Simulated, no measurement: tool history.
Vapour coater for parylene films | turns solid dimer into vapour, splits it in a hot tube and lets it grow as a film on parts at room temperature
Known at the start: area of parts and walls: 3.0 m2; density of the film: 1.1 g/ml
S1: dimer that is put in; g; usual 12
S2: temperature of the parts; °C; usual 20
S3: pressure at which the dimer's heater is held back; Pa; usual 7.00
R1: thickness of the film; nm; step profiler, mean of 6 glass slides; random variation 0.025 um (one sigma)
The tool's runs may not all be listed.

Run 1, hour 0.0: usual settings. Result: R1 2060 nm.
Run 2, hour 20.7: usual settings but S2 22 °C. Result: R1 1930 nm.
Run 3, hour 40.9: usual settings but S2 22 °C. Result: R1 1960 nm.
Run 4, hour 57.9: usual settings but S2 22 °C, S3 4.43 Pa. Result: R1 2120 nm.
Run 5, hour 71.0: usual settings but S3 9.88 Pa. Result: R1 1910 nm.
Run 6, hour 88.1: usual settings but S2 28 °C, S3 9.88 Pa. Result: R1 1640 nm.
Run 7, hour 107.8: usual settings but S2 28 °C, S3 9.88 Pa. Result: R1 1670 nm.
Run 8, hour 124.1: usual settings. Result: R1 2050 nm.
Run 9, hour 142.1: usual settings but S3 2.34 Pa. Result: R1 2410 nm.
Run 10, hour 166.3: usual settings but S3 2.34 Pa. Result: R1 2410 nm.
Run 11, hour 191.4: usual settings but S1 7 g, S2 27 °C, S3 3.39 Pa. Result: R1 1150 nm.
At hour 200.5: trap's valve overhauled.
Run 12, hour 214.2: usual settings but S2 30 °C, S3 3.32 Pa. Result: R1 2030 nm.
Run 13, hour 240.2: usual settings but S1 10 g, S2 12 °C, S3 3.32 Pa. Result: R1 2450 nm.
Run 14, hour 252.0: usual settings but S1 10 g, S2 12 °C, S3 3.32 Pa. Result: R1 2470 nm.
Run 15, hour 268.9: usual settings but S2 21 °C, S3 2.46 Pa. Result: R1 2540 nm.
Run 16, hour 293.6: usual settings but S2 21 °C, S3 2.46 Pa. Result: R1 2510 nm.
Run 17, hour 315.0: usual settings but S2 21 °C, S3 9.46 Pa. Result: R1 2030 nm.

Hidden state or all else? Some run-to-run changes of R1, split into what the settings, what came in and random variation would give without the hidden state, and what is left for the hidden state (with any gauge scatter that isn't in both results):
The hidden state here: vapour lost through the trap's worn valve, %; true temperature of the parts over the reading, C; drift of the gauge itself on film_um, %.
Run 10 -> 11: S1 12 -> 7, S2 20 -> 27, S3 2.34 -> 3.39. R1 -1260 nm: hidden state +150, all else -1410.
